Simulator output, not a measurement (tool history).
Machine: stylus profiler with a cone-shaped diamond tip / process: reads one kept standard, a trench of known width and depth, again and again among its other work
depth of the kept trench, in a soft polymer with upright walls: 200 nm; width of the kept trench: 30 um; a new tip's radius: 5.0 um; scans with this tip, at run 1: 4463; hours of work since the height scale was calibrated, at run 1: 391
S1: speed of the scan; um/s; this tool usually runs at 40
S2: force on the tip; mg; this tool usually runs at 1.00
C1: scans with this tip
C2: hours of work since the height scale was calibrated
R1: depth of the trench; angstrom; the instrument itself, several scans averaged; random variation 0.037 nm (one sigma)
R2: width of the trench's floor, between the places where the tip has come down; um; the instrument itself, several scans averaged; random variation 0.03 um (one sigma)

{"run": 1, "hour": 0.0, "S1": 40, "S2": 1.0, "C1": 4463, "C2": 391, "R1": 2015.5, "R2": 26.94}
{"run": 2, "hour": 66.8, "S1": 40, "S2": 1.0, "C1": 5033, "C2": 441, "R1": 2014.9, "R2": 26.94}
{"run": 3, "hour": 134.4, "S1": 40, "S2": 0.56, "C1": 5611, "C2": 492, "R1": 2009.5, "R2": 26.78}
{"run": 4, "hour": 176.6, "S1": 40, "S2": 0.56, "C1": 5971, "C2": 524, "R1": 2009.3, "R2": 26.8}
{"run": 5, "hour": 254.3, "S1": 40, "S2": 0.56, "C1": 6636, "C2": 582, "R1": 2009.6, "R2": 26.78}
{"run": 6, "hour": 310.9, "S1": 40, "S2": 0.56, "C1": 7119, "C2": 624, "R1": 2009.9, "R2": 26.81}
{"run": 7, "hour": 351.7, "S1": 40, "S2": 1.0, "C1": 7467, "C2": 655, "R1": 2015.2, "R2": 26.91}
{"run": 8, "hour": 390.9, "S1": 40, "S2": 1.0, "C1": 7802, "C2": 684, "R1": 2014.0, "R2": 26.95}
{"run": 9, "hour": 429.2, "S1": 40, "S2": 1.0, "C1": 8130, "C2": 713, "R1": 2014.5, "R2": 26.89}
{"run": 10, "hour": 467.1, "S1": 40, "S2": 1.87, "C1": 8453, "C2": 741, "R1": 2022.6, "R2": 27.0}
{"run": 11, "hour": 526.0, "S1": 79, "S2": 0.92, "C1": 8957, "C2": 786, "R1": 2014.2, "R2": 26.62}
{"run": 12, "hour": 599.2, "S1": 79, "S2": 0.92, "C1": 9582, "C2": 840, "R1": 2013.8, "R2": 26.53}
{"run": 13, "hour": 651.8, "S1": 88, "S2": 1.48, "C1": 10031, "C2": 880, "R1": 2019.2, "R2": 26.62}
{"run": 14, "hour": 705.8, "S1": 17, "S2": 1.93, "C1": 10493, "C2": 920, "R1": 2022.8, "R2": 27.13}
{"run": 15, "hour": 776.9, "S1": 17, "S2": 1.93, "C1": 11100, "C2": 974, "R1": 2022.9, "R2": 27.09}
{"run": 16, "hour": 820.6, "S1": 53, "S2": 1.0, "C1": 11474, "C2": 1006, "R1": 2014.4, "R2": 26.76}
{"run": 17, "hour": 878.3, "S1": 11, "S2": 0.59, "C1": 11967, "C2": 1050, "R1": 2010.0, "R2": 27.06}
{"run": 18, "hour": 921.6, "S1": 78, "S2": 0.39, "C1": 12337, "C2": 1082, "R1": 2008.4, "R2": 26.28}
{"hour": 939.8, "done": "height scale calibrated on a step standard"}
{"run": 19, "hour": 955.4, "S1": 56, "S2": 1.28, "C1": 12621, "C2": 12, "R1": 2017.2, "R2": 26.81}
{"run": 20, "hour": 1008.0, "S1": 23, "S2": 0.49, "C1": 13070, "C2": 51, "R1": 2009.5, "R2": 26.98}

Below are 5 alternative next runs, each starting from the tool's condition after run 20. Predict each:
{"run": "A", "hour": 1069.1, "S1": 11, "S2": 0.75, "C1": 13593, "C2": 97, "R1": "?", "R2": "?"}
{"run": "B", "hour": 1069.1, "S1": 32, "S2": 2.09, "C1": 13593, "C2": 97, "R1": "?", "R2": "?"}
{"run": "C", "hour": 1069.1, "S1": 40, "S2": 2.21, "C1": 13593, "C2": 97, "R1": "?", "R2": "?"}
{"run": "D", "hour": 1069.1, "S1": 56, "S2": 1.94, "C1": 13593, "C2": 97, "R1": "?", "R2": "?"}
{"run": "E", "hour": 1069.1, "S1": 115, "S2": 1.08, "C1": 13593, "C2": 97, "R1": "?", "R2": "?"}

run=A R1=2011.5 R2=27.16
run=B R1=2024.0 R2=27.00
run=C R1=2025.5 R2=27.02
run=D R1=2023.4 R2=26.89
run=E R1=2015.9 R2=26.37
Without the tool's unlogged condition, the same runs would have read:
run=A R1=2011.5 R2=27.18
run=B R1=2024.0 R2=27.02
run=C R1=2025.5 R2=27.04
run=D R1=2023.4 R2=26.90
run=E R1=2015.9 R2=26.39
